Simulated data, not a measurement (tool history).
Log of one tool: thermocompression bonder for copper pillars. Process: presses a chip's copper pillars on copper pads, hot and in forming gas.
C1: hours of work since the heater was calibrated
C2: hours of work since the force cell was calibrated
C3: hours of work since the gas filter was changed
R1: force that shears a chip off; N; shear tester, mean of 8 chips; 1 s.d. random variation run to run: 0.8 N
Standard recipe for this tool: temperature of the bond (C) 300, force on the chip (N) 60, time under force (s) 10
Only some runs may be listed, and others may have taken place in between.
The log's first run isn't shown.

{"run": 2, "hour": 14.4, "temperature of the bond (C)": 300, "force on the chip (N)": 60, "time under force (s)": 10, "C1": 53, "C2": 568, "C3": 70, "R1": 97.1}
{"run": 3, "hour": 23.1, "temperature of the bond (C)": 300, "force on the chip (N)": 60, "time under force (s)": 13, "C1": 59, "C2": 574, "C3": 76, "R1": 103.6}
{"run": 4, "hour": 39.6, "temperature of the bond (C)": 300, "force on the chip (N)": 60, "time under force (s)": 13, "C1": 71, "C2": 586, "C3": 88, "R1": 103.6}
{"run": 5, "hour": 48.7, "temperature of the bond (C)": 300, "force on the chip (N)": 58, "time under force (s)": 13, "C1": 77, "C2": 593, "C3": 95, "R1": 102.8}
{"run": 6, "hour": 61.9, "temperature of the bond (C)": 300, "force on the chip (N)": 58, "time under force (s)": 13, "C1": 87, "C2": 602, "C3": 104, "R1": 101.8}
{"run": 7, "hour": 74.6, "temperature of the bond (C)": 329, "force on the chip (N)": 60, "time under force (s)": 10, "C1": 96, "C2": 611, "C3": 113, "R1": 112.3}
{"run": 8, "hour": 85.4, "temperature of the bond (C)": 329, "force on the chip (N)": 60, "time under force (s)": 10, "C1": 104, "C2": 619, "C3": 121, "R1": 111.7}
{"run": 9, "hour": 98.0, "temperature of the bond (C)": 300, "force on the chip (N)": 60, "time under force (s)": 10, "C1": 113, "C2": 628, "C3": 130, "R1": 95.2}
{"run": 10, "hour": 112.8, "temperature of the bond (C)": 300, "force on the chip (N)": 60, "time under force (s)": 10, "C1": 124, "C2": 639, "C3": 141, "R1": 95.1}
{"run": 11, "hour": 124.5, "temperature of the bond (C)": 300, "force on the chip (N)": 60, "time under force (s)": 10, "C1": 132, "C2": 647, "C3": 149, "R1": 94.6}
{"hour": 127.8, "done": "heater calibrated with a thermocouple chip"}
{"run": 12, "hour": 143.5, "temperature of the bond (C)": 300, "force on the chip (N)": 60, "time under force (s)": 10, "C1": 11, "C2": 660, "C3": 162, "R1": 92.7}
{"run": 13, "hour": 160.8, "temperature of the bond (C)": 300, "force on the chip (N)": 36, "time under force (s)": 10, "C1": 24, "C2": 672, "C3": 174, "R1": 74.6}
{"run": 14, "hour": 172.6, "temperature of the bond (C)": 300, "force on the chip (N)": 56, "time under force (s)": 10, "C1": 32, "C2": 681, "C3": 183, "R1": 89.6}
{"run": 15, "hour": 186.9, "temperature of the bond (C)": 300, "force on the chip (N)": 46, "time under force (s)": 10, "C1": 43, "C2": 691, "C3": 193, "R1": 84.1}
{"hour": 197.4, "done": "heater calibrated with a thermocouple chip, once more"}
{"run": 16, "hour": 203.3, "temperature of the bond (C)": 300, "force on the chip (N)": 46, "time under force (s)": 10, "C1": 4, "C2": 701, "C3": 203, "R1": 83.9}
{"hour": 207.0, "done": "forming gas filter changed"}
{"run": 17, "hour": 215.9, "temperature of the bond (C)": 300, "force on the chip (N)": 46, "time under force (s)": 10, "C1": 13, "C2": 710, "C3": 6, "R1": 90.8}
{"run": 18, "hour": 234.4, "temperature of the bond (C)": 300, "force on the chip (N)": 55, "time under force (s)": 10, "C1": 26, "C2": 723, "C3": 20, "R1": 97.1}
{"run": 19, "hour": 253.8, "temperature of the bond (C)": 300, "force on the chip (N)": 49, "time under force (s)": 10, "C1": 40, "C2": 737, "C3": 34, "R1": 92.6}
{"run": 20, "hour": 262.8, "temperature of the bond (C)": 300, "force on the chip (N)": 49, "time under force (s)": 10, "C1": 47, "C2": 744, "C3": 40, "R1": 92.6}
{"run": 21, "hour": 272.2, "temperature of the bond (C)": 300, "force on the chip (N)": 49, "time under force (s)": 10, "C1": 54, "C2": 751, "C3": 47, "R1": 93.1}
{"run": 22, "hour": 285.6, "temperature of the bond (C)": 298, "force on the chip (N)": 60, "time under force (s)": 10, "C1": 63, "C2": 760, "C3": 57, "R1": 97.9}
{"run": 23, "hour": 304.4, "temperature of the bond (C)": 300, "force on the chip (N)": 75, "time under force (s)": 10, "C1": 77, "C2": 774, "C3": 70, "R1": 106.4}

Run 24, settings as shown, results not yet in. Your forecast:
{"run": 24, "hour": 318.8, "temperature of the bond (C)": 300, "force on the chip (N)": 69, "time under force (s)": 10, "C1": 87, "C2": 784, "C3": 81, "R1": "?"}

Run 24 measured R1 102.0 N.
Take away the tool's hidden state, keep the run-to-run variation as it was, and the same run would have given R1 105.5 N.
